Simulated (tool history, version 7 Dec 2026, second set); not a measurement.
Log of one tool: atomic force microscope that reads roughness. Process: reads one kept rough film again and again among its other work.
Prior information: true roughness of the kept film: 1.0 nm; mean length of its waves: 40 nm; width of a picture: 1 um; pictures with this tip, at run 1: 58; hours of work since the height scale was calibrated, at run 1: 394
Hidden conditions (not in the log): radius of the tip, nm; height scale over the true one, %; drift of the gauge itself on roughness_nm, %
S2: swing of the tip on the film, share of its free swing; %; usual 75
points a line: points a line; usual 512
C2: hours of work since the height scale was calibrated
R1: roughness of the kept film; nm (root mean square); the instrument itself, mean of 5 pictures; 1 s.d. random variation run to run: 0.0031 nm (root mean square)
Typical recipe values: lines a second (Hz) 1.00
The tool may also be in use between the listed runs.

Run 1, hour 0.0: usual settings; pictures with this tip 58; C2 394. Result: R1 0.937 nm (root mean square).
At hour 19.4: new tip fitted.
Run 2, hour 24.2: usual settings; pictures with this tip 13; C2 412. Result: R1 0.936 nm (root mean square).
Run 3, hour 53.6: usual settings; pictures with this tip 90; C2 434. Result: R1 0.934 nm (root mean square).
At hour 62.6: new tip fitted.
Run 4, hour 77.6: usual settings but S2 70 %; pictures with this tip 39; C2 452. Result: R1 0.950 nm (root mean square).
Run 5, hour 97.2: usual settings; pictures with this tip 91; C2 467. Result: R1 0.936 nm (root mean square).
At hour 104.5: new tip fitted.
Run 6, hour 113.1: usual settings but points a line 386; pictures with this tip 22; C2 478. Result: R1 0.939 nm (root mean square).
Run 7, hour 142.2: usual settings but points a line 386; pictures with this tip 99; C2 500. Result: R1 0.939 nm (root mean square).
At hour 148.3: new tip fitted.
Run 8, hour 169.8: usual settings but lines a second (Hz) 3.93; pictures with this tip 56; C2 521. Result: R1 0.823 nm (root mean square).
Run 9, hour 188.8: usual settings but points a line 605; pictures with this tip 106; C2 535. Result: R1 0.943 nm (root mean square).
At hour 190.8: new tip fitted.
Run 10, hour 211.5: usual settings but points a line 605; pictures with this tip 55; C2 552. Result: R1 0.942 nm (root mean square).
At hour 232.7: new tip fitted.
Run 11, hour 236.2: usual settings but points a line 605; pictures with this tip 9; C2 570. Result: R1 0.940 nm (root mean square).
Run 12, hour 262.9: usual settings but points a line 605; pictures with this tip 79; C2 590. Result: R1 0.942 nm (root mean square).
At hour 275.4: new tip fitted.
Run 13, hour 285.3: usual settings but S2 58 %; pictures with this tip 26; C2 606. Result: R1 0.970 nm (root mean square).
Run 14, hour 308.8: usual settings but S2 64 %; pictures with this tip 88; C2 624. Result: R1 0.967 nm (root mean square).
At hour 316.6: new tip fitted.
Run 15, hour 326.7: usual settings but lines a second (Hz) 2.26, S2 64 %; pictures with this tip 27; C2 637. Result: R1 0.930 nm (root mean square).
Run 16, hour 348.2: usual settings but S2 67 %; pictures with this tip 83; C2 654. Result: R1 0.957 nm (root mean square).
At hour 358.6: new tip fitted.
Run 17, hour 372.9: usual settings but lines a second (Hz) 3.06, S2 67 %; pictures with this tip 37; C2 672. Result: R1 0.897 nm (root mean square).
At hour 401.2: new tip fitted.
Run 18, hour 402.5: usual settings but lines a second (Hz) 3.06, S2 67 %; pictures with this tip 4; C2 694. Result: R1 0.895 nm (root mean square).
Run 19, hour 430.4: usual settings; pictures with this tip 77; C2 715. Result: R1 0.935 nm (root mean square).
At hour 442.9: new tip fitted.
Run 20, hour 448.6: usual settings; pictures with this tip 15; C2 728. Result: R1 0.939 nm (root mean square).
Run 21, hour 472.1: usual settings but points a line 890; pictures with this tip 77; C2 746. Result: R1 0.941 nm (root mean square).
At hour 485.0: new tip fitted.
Run 22, hour 505.7: usual settings but points a line 890; pictures with this tip 54; C2 771. Result: R1 0.938 nm (root mean square).
At hour 526.7: new tip fitted.
Run 23, hour 536.0: usual settings but points a line 890; pictures with this tip 25; C2 793. Result: R1 0.939 nm (root mean square).
Run 24, hour 562.6: usual settings but points a line 890; pictures with this tip 95; C2 813. Result: R1 0.938 nm (root mean square).
At hour 569.2: new tip fitted.
Run 25, hour 581.9: usual settings but points a line 890; pictures with this tip 33; C2 827. Result: R1 0.943 nm (root mean square).
At hour 610.3: new tip fitted.
Run 26, hour 612.9: usual settings but points a line 890; pictures with this tip 7; C2 850. Result: R1 0.947 nm (root mean square).
Run 27, hour 631.0: usual settings but points a line 890; pictures with this tip 54; C2 864. Result: R1 0.939 nm (root mean square).
At hour 654.3: new tip fitted.
Run 28, hour 659.0: usual settings but lines a second (Hz) 3.03, S2 59 %, points a line 595; pictures with this tip 13; C2 885. Result: R1 0.940 nm (root mean square).
Run 29, hour 673.2: usual settings but lines a second (Hz) 1.59, S2 59 %, points a line 595; pictures with this tip 50; C2 895. Result: R1 0.962 nm (root mean square).
At hour 698.0: new tip fitted.
Run 30, hour 702.2: usual settings but lines a second (Hz) 2.34, S2 63 %; pictures with this tip 11; C2 917. Result: R1 0.934 nm (root mean square).
Run 31, hour 722.8: usual settings but lines a second (Hz) 0.61, S2 64 %; pictures with this tip 66; C2 932. Result: R1 0.974 nm (root mean square).
Run 32, hour 737.0: usual settings but lines a second (Hz) 0.61, S2 63 %; pictures with this tip 103; C2 943. Result: R1 0.966 nm (root mean square).
At hour 740.1: new tip fitted.
Run 33, hour 760.1: usual settings but lines a second (Hz) 0.61, S2 63 %; pictures with this tip 53; C2 960. Result: R1 0.974 nm (root mean square).
At hour 782.6: new tip fitted.
Run 34, hour 787.7: usual settings but points a line 373; pictures with this tip 13; C2 980. Result: R1 0.937 nm (root mean square).
Run 35, hour 807.1: usual settings but points a line 373; pictures with this tip 64; C2 995. Result: R1 0.939 nm (root mean square).
At hour 824.6: new tip fitted.
Run 36, hour 827.2: usual settings but lines a second (Hz) 3.42, S2 65 %, points a line 373; pictures with this tip 7; C2 1010. Result: R1 0.903 nm (root mean square).
Run 37, hour 860.1: usual settings but lines a second (Hz) 3.42, S2 61 %, points a line 566; pictures with this tip 94; C2 1035. Result: R1 0.918 nm (root mean square).
At hour 865.7: new tip fitted.
Run 38, hour 887.7: usual settings but lines a second (Hz) 3.42, S2 61 %, points a line 566; pictures with this tip 58; C2 1055. Result: R1 0.912 nm (root mean square).
At hour 907.6: new tip fitted.
Run 39, hour 921.0: usual settings but S2 73 %; pictures with this tip 36; C2 1080. Result: R1 0.943 nm (root mean square).
At hour 948.9: new tip fitted.
Run 40, hour 955.5: usual settings but lines a second (Hz) 1.03, points a line 277; pictures with this tip 17; C2 1105. Result: R1 0.929 nm (root mean square).

What will run 41 give?
Run 41, hour 986.9: usual settings but lines a second (Hz) 2.95, S2 69 %, points a line 347; pictures with this tip 100; C2 1129. Result: R1 ?.

{"run 41": {"R1": 0.889}}
Were there no unlogged condition in the tool, this run, its random variation unchanged, would have produced R1 0.890 nm (root mean square).

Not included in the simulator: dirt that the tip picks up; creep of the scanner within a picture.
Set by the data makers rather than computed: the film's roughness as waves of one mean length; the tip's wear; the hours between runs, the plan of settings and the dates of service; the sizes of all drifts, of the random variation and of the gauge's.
